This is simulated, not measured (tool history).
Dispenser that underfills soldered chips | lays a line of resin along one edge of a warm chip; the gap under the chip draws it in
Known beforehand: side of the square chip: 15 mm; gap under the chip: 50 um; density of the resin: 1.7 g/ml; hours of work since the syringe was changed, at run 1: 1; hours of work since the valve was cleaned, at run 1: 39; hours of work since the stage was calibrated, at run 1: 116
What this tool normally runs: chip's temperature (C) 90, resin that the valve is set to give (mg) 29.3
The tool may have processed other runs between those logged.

| run | day | chip's temperature (C) | resin that the valve is set to give (mg) | hours of work since the syringe was changed | hours of work since the valve was cleaned | hours of work since the stage was calibrated | time until the resin shows at the far edge (s) | resin that the valve gave (mg) |
|---|---|---|---|---|---|---|---|---|
| 1 | 0 | 90 | 29.3 | 1 | 39 | 116 | 276.3 | 28.84 |
| 2 | 0.262 | 90 | 29.3 | 6 | 44 | 121 | 357.1 | 28.97 |
|  | 0.358 | new syringe of resin |
| 3 | 0.479 | 90 | 29.3 | 2 | 48 | 124 | 279.1 | 28.58 |
| 4 | 0.592 | 90 | 29.3 | 4 | 50 | 127 | 323.1 | 28.71 |
| 5 | 0.717 | 90 | 29.3 | 7 | 53 | 129 | 363.7 | 28.65 |
|  | 0.796 | new syringe of resin |
| 6 | 0.912 | 90 | 29.3 | 2 | 56 | 133 | 282.7 | 28.67 |
| 7 | 1.104 | 76 | 29.3 | 6 | 60 | 136 | 588.8 | 28.4 |
|  | 1.238 | new syringe of resin |
| 8 | 1.362 | 76 | 29.3 | 2 | 64 | 141 | 513.2 | 28.41 |
| 9 | 1.5 | 90 | 26.5 | 5 | 67 | 143 | 344.3 | 25.67 |
|  | 1.679 | new syringe of resin |
| 10 | 1.792 | 103 | 33.2 | 2 | 72 | 149 | 178.8 | 32.24 |
| 11 | 1.962 | 97 | 25.5 | 5 | 75 | 152 | 273.5 | 24.75 |
|  | 2.117 | new syringe of resin |
| 12 | 2.204 | 97 | 25.5 | 2 | 80 | 156 | 221.1 | 24.59 |
| 13 | 2.367 | 97 | 25.5 | 5 | 83 | 159 | 259.9 | 24.52 |
| 14 | 2.512 | 88 | 29.1 | 8 | 86 | 162 | 408.3 | 28.05 |
|  | 2.558 | new syringe of resin |
| 15 | 2.75 | 78 | 32.4 | 4 | 90 | 166 | 485.2 | 31.27 |
| 16 | 2.946 | 78 | 32.4 | 7 | 94 | 170 | 584.3 | 30.98 |

Branching from run 16: 3 alternative next runs. What would each branch give?
|  | 2.992 | new syringe of resin |
| A | 3.142 | 83 | 29.3 | 3 | 97 | 174 | ? | ? |
|  | 2.992 | new syringe of resin |
| B | 3.142 | 97 | 29.3 | 3 | 97 | 174 | ? | ? |
|  | 2.992 | new syringe of resin |
| C | 3.142 | 90 | 34.8 | 3 | 97 | 174 | ? | ? |

| run | time until the resin shows at the far edge (s) | resin that the valve gave (mg) |
|---|---|---|
| A | 378.5 | 28.05 |
| B | 224.7 | 28.06 |
| C | 287.6 | 33.34 |
Without the tool's hidden state the same runs would have given:
| run | time until the resin shows at the far edge (s) | resin that the valve gave (mg) |
|---|---|---|
| A | 333.4 | 29.27 |
| B | 197.5 | 29.28 |
| C | 254.1 | 34.79 |
